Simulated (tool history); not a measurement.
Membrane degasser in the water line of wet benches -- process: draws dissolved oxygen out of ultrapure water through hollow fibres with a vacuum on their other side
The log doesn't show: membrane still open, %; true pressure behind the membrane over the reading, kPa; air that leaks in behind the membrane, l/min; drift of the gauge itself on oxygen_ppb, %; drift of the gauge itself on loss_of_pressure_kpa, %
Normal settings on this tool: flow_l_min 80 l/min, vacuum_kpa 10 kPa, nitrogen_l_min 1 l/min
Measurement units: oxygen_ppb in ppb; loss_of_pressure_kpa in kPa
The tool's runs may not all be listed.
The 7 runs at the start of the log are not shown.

run    hour  flow_l_min  vacuum_kpa  nitrogen_l_min  hours since the membrane was changed  hours since the vacuum gauge was calibrated  hours since the vacuum lines were made tight  oxygen_ppb  loss_of_pressure_kpa
  8   289.8          91          10            2.13                                  1858                                         5385                                         10927       902.6                 46.61
  9   317.6          80          10               1                                  1886                                         5413                                         10955      1081.9                 40.73
 10     348          80          10               1                                  1916                                         5444                                         10986      1075.6                  40.4
 11   375.9          80          10               1                                  1944                                         5472                                         11013      1064.1                 40.56
 12   408.3          80          10               1                                  1976                                         5504                                         11046        1071                 40.12
      452.6  -- gauge calibrated
 13     460          80          10               1                                  2028                                         5556                                         11098      1074.9                 41.52
 14   481.1          80          10               1                                  2049                                         5577                                         11119      1076.1                 41.16
 15   521.8          80          10               1                                  2090                                         5617                                         11159      1075.5                 41.25
 16   546.6          80          10               1                                  2115                                         5642                                         11184      1078.7                 40.97
 17   568.7          80          10               1                                  2137                                         5664                                         11206      1079.5                 41.22
 18   592.8          82        11.9            0.62                                  2161                                         5688                                         11230      1627.5                 42.26
 19   636.3         112        21.2            1.58                                  2204                                         5732                                         11274      2294.3                 57.25
 20   687.5          80        14.2            0.42                                  2256                                         5783                                         11325      2252.9                 40.88
 21   736.1          80          10            1.63                                  2304                                         5832                                         11374       847.8                 40.52
 22     764          80          10               1                                  2332                                         5860                                         11401      1072.3                 40.77
 23   795.1          80          10               1                                  2363                                         5891                                         11433        1078                 40.75
 24   832.1          54          10               1                                  2400                                         5928                                         11470       705.3                 27.49
 25   873.3          54         7.8            1.82                                  2441                                         5969                                         11511         344                 27.32
 26   908.8          54         7.8            1.82                                  2477                                         6004                                         11546       343.7                 27.41
 27   944.7          54         7.8            1.82                                  2513                                         6040                                         11582       344.5                 27.29
 28   982.3          86        12.9            1.32                                  2550                                         6078                                         11620      1290.9                 43.26
      997.4  -- gauge calibrated
 29  1006.7          80        19.7               1                                  2575                                         6102                                         11644      2030.5                 41.72
 30    1047          64         6.3            0.62                                  2615                                         6143                                         11684       588.5                 33.16
 31  1075.1          51         8.3            0.62                                  2643                                         6171                                         11713       701.5                 26.38

Forecast each of these 3 alternatives for the next run:
  A  1125          82         8.3            0.62                                  2693                                         6221                                         11763           ?                     ?
  B  1125          86         8.9            0.41                                  2693                                         6221                                         11763           ?                     ?
  C  1125         102         9.5            1.08                                  2693                                         6221                                         11763           ?                     ?

run  oxygen_ppb  loss_of_pressure_kpa
  A      1122.5                 41.82
  B        1484                 44.19
  C      1318.5                  52.5
Take away the tool's hidden state, keep each run's random variation, and the runs would have read:
run  oxygen_ppb  loss_of_pressure_kpa
  A      1122.2                  42.1
  B      1483.8                 44.48
  C      1318.2                 52.85
